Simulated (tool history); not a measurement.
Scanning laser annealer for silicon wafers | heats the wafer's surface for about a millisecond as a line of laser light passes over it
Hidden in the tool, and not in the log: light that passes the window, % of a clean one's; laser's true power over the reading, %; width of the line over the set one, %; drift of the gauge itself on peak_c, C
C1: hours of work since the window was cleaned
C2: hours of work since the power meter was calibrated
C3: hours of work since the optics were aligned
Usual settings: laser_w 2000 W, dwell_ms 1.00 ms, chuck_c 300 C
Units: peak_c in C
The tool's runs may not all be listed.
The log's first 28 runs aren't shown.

run 29 day=10.692 | laser_w=2035 dwell_ms=0.87 chuck_c=318 | C1=533 C2=284 C3=30 | peak_c=1053
run 30 day=10.975 | laser_w=2035 dwell_ms=0.87 chuck_c=318 | C1=537 C2=287 C3=33 | peak_c=1054
run 31 day=11.379 | laser_w=2167 dwell_ms=0.98 chuck_c=285 | C1=542 C2=292 C3=38 | peak_c=1122
run 32 day=11.596 | laser_w=1871 dwell_ms=1.09 chuck_c=286 | C1=545 C2=295 C3=41 | peak_c=1057
run 33 day=12.083 | laser_w=1989 dwell_ms=1.12 chuck_c=287 | C1=551 C2=301 C3=47 | peak_c=1117
run 34 day=12.304 | laser_w=2192 dwell_ms=0.84 chuck_c=299 | C1=554 C2=304 C3=50 | peak_c=1072
run 35 day=12.750 | laser_w=2059 dwell_ms=1.00 chuck_c=300 | C1=559 C2=310 C3=56 | peak_c=1103
run 36 day=13.275 | laser_w=2059 dwell_ms=1.04 chuck_c=304 | C1=566 C2=316 C3=62 | peak_c=1130
run 37 day=13.696 | laser_w=1783 dwell_ms=0.96 chuck_c=300 | C1=571 C2=322 C3=68 | peak_c=975
run 38 day=14.225 | laser_w=1783 dwell_ms=0.96 chuck_c=300 | C1=578 C2=329 C3=75 | peak_c=976
run 39 day=14.675 | laser_w=1918 dwell_ms=0.92 chuck_c=295 | C1=584 C2=334 C3=80 | peak_c=1006
run 40 day=14.908 | laser_w=2022 dwell_ms=1.00 chuck_c=337 | C1=587 C2=337 C3=83 | peak_c=1127

4 ways to go on from here, each from the tool as it stands after run 40. What would each give?
run A day=15.275 | laser_w=2000 dwell_ms=1.00 chuck_c=290 | C1=591 C2=342 C3=88 | peak_c=?
run B day=15.275 | laser_w=1889 dwell_ms=0.87 chuck_c=311 | C1=591 C2=342 C3=88 | peak_c=?
run C day=15.275 | laser_w=1761 dwell_ms=1.06 chuck_c=332 | C1=591 C2=342 C3=88 | peak_c=?
run D day=15.275 | laser_w=1979 dwell_ms=1.00 chuck_c=321 | C1=591 C2=342 C3=88 | peak_c=?

run=A peak_c=1070
run=B peak_c=988
run=C peak_c=1042
run=D peak_c=1095
Without the tool's hidden state the same runs would have given:
run=A peak_c=1099
run=B peak_c=1014
run=C peak_c=1068
run=D peak_c=1124

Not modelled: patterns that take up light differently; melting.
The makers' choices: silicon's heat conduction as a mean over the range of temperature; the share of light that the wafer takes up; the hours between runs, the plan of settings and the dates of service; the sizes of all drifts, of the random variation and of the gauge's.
